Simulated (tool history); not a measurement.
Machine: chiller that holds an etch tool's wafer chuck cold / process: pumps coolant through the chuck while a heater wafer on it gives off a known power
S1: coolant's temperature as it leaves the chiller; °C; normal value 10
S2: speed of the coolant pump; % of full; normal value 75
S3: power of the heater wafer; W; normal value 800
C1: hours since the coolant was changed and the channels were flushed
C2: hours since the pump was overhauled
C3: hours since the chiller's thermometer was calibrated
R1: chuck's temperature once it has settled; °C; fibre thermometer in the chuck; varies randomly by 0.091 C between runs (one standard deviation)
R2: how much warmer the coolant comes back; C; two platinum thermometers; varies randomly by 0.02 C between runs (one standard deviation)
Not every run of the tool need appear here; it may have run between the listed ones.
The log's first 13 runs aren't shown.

run	day	S1	S2	S3	C1	C2	C3	R1	R2
14	18.629	10	75	800	2880	2378	1398	19.67	1.98
15	20.229	10	75	800	2918	2416	1437	19.71	2.01
16	21.342	10	75	800	2945	2443	1464	19.78	1.96
17	22.317	10	75	800	2968	2466	1487	19.93	1.96
18	23.858	10	75	800	3005	2503	1524	19.90	1.99
19	24.946	10	64	892	3031	2529	1550	22.45	2.62
20	26.888	10	69	892	3078	2576	1597	21.90	2.41
21	28.388	10	69	892	3114	2612	1633	21.55	2.41
22	29.738	10	69	892	3146	2644	1665	21.76	2.40
23	31.192	8	83	472	3181	2679	1700	13.33	1.07
24	32.033	5	91	550	3201	2699	1720	10.76	1.10
25	33.129	14	75	807	3228	2726	1746	23.77	2.01
26	34.542	14	75	807	3262	2760	1780	23.87	1.97
27	36.200	18	75	413	3301	2799	1820	22.99	1.01
28	37.150	10	77	800	3324	2822	1843	19.74	1.94
29	39.129	10	77	800	3372	2870	1890	19.50	1.92
30	40.679	10	77	487	3409	2907	1928	15.68	1.16
31	42.283	10	77	487	3447	2945	1966	15.76	1.16
32	43.996	10	77	487	3489	2986	2007	15.86	1.20
33	45.129	3	72	609	3516	3014	2034	10.76	1.54

Predict each of these 3 candidate next runs independently; none follows another, all start after run 33:
A	46.742	3	77	910	3554	3052	2073	?	?
B	46.742	12	85	668	3554	3052	2073	?	?
C	46.742	10	71	1065	3554	3052	2073	?	?

run	R1	R2
A	13.90	2.19
B	19.26	1.45
C	23.86	2.80
With no hidden state in the tool, these same runs would have given:
run	R1	R2
A	13.89	2.19
B	19.25	1.45
C	23.84	2.80

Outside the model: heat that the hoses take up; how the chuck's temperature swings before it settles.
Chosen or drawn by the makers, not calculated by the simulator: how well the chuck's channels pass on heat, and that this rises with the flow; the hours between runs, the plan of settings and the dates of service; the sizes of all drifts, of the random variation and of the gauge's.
